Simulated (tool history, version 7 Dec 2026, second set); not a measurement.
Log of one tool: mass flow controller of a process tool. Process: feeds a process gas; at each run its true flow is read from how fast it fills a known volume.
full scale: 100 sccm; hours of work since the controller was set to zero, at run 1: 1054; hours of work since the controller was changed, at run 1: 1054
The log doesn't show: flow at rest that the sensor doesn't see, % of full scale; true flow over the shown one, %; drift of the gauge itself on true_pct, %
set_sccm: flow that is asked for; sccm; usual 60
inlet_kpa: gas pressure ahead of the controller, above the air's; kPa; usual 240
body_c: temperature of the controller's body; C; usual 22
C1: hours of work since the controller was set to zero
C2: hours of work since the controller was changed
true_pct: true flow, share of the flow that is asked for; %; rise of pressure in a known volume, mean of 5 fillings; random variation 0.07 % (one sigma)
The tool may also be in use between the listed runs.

{"run": 1, "hour": 0.0, "set_sccm": 60, "inlet_kpa": 240, "body_c": 22, "C1": 1054, "C2": 1054, "true_pct": 98.72}
{"run": 2, "hour": 48.2, "set_sccm": 60, "inlet_kpa": 240, "body_c": 22, "C1": 1075, "C2": 1075, "true_pct": 98.59}
{"run": 3, "hour": 123.2, "set_sccm": 60, "inlet_kpa": 240, "body_c": 22, "C1": 1108, "C2": 1108, "true_pct": 98.49}
{"run": 4, "hour": 197.8, "set_sccm": 60, "inlet_kpa": 240, "body_c": 22, "C1": 1141, "C2": 1141, "true_pct": 98.45}
{"run": 5, "hour": 253.7, "set_sccm": 60, "inlet_kpa": 236, "body_c": 22, "C1": 1165, "C2": 1165, "true_pct": 98.23}
{"run": 6, "hour": 288.9, "set_sccm": 15, "inlet_kpa": 236, "body_c": 22, "C1": 1181, "C2": 1181, "true_pct": 96.47}
{"run": 7, "hour": 352.2, "set_sccm": 15, "inlet_kpa": 236, "body_c": 22, "C1": 1209, "C2": 1209, "true_pct": 96.57}
{"run": 8, "hour": 426.2, "set_sccm": 37, "inlet_kpa": 151, "body_c": 24, "C1": 1241, "C2": 1241, "true_pct": 97.35}
{"run": 9, "hour": 463.1, "set_sccm": 17, "inlet_kpa": 245, "body_c": 24, "C1": 1257, "C2": 1257, "true_pct": 96.43}
{"run": 10, "hour": 506.7, "set_sccm": 22, "inlet_kpa": 210, "body_c": 24, "C1": 1277, "C2": 1277, "true_pct": 96.55}
{"run": 11, "hour": 584.2, "set_sccm": 22, "inlet_kpa": 210, "body_c": 24, "C1": 1311, "C2": 1311, "true_pct": 96.64}
{"run": 12, "hour": 652.8, "set_sccm": 11, "inlet_kpa": 245, "body_c": 20, "C1": 1341, "C2": 1341, "true_pct": 95.99}
{"run": 13, "hour": 695.4, "set_sccm": 60, "inlet_kpa": 142, "body_c": 27, "C1": 1360, "C2": 1360, "true_pct": 97.85}
{"run": 14, "hour": 726.6, "set_sccm": 60, "inlet_kpa": 142, "body_c": 27, "C1": 1373, "C2": 1373, "true_pct": 97.74}

Measured less the same run without the tool's hidden state. The same run-to-run variation is in both; the gauge's scatter may not be:
run=1 true_pct=+0.01
run=2 true_pct=-0.06
run=3 true_pct=-0.16
run=4 true_pct=-0.26
run=5 true_pct=-0.33
run=6 true_pct=-0.37
run=7 true_pct=-0.46
run=8 true_pct=-0.56
run=9 true_pct=-0.60
run=10 true_pct=-0.66
run=11 true_pct=-0.77
run=12 true_pct=-0.86
run=13 true_pct=-0.93
run=14 true_pct=-0.98
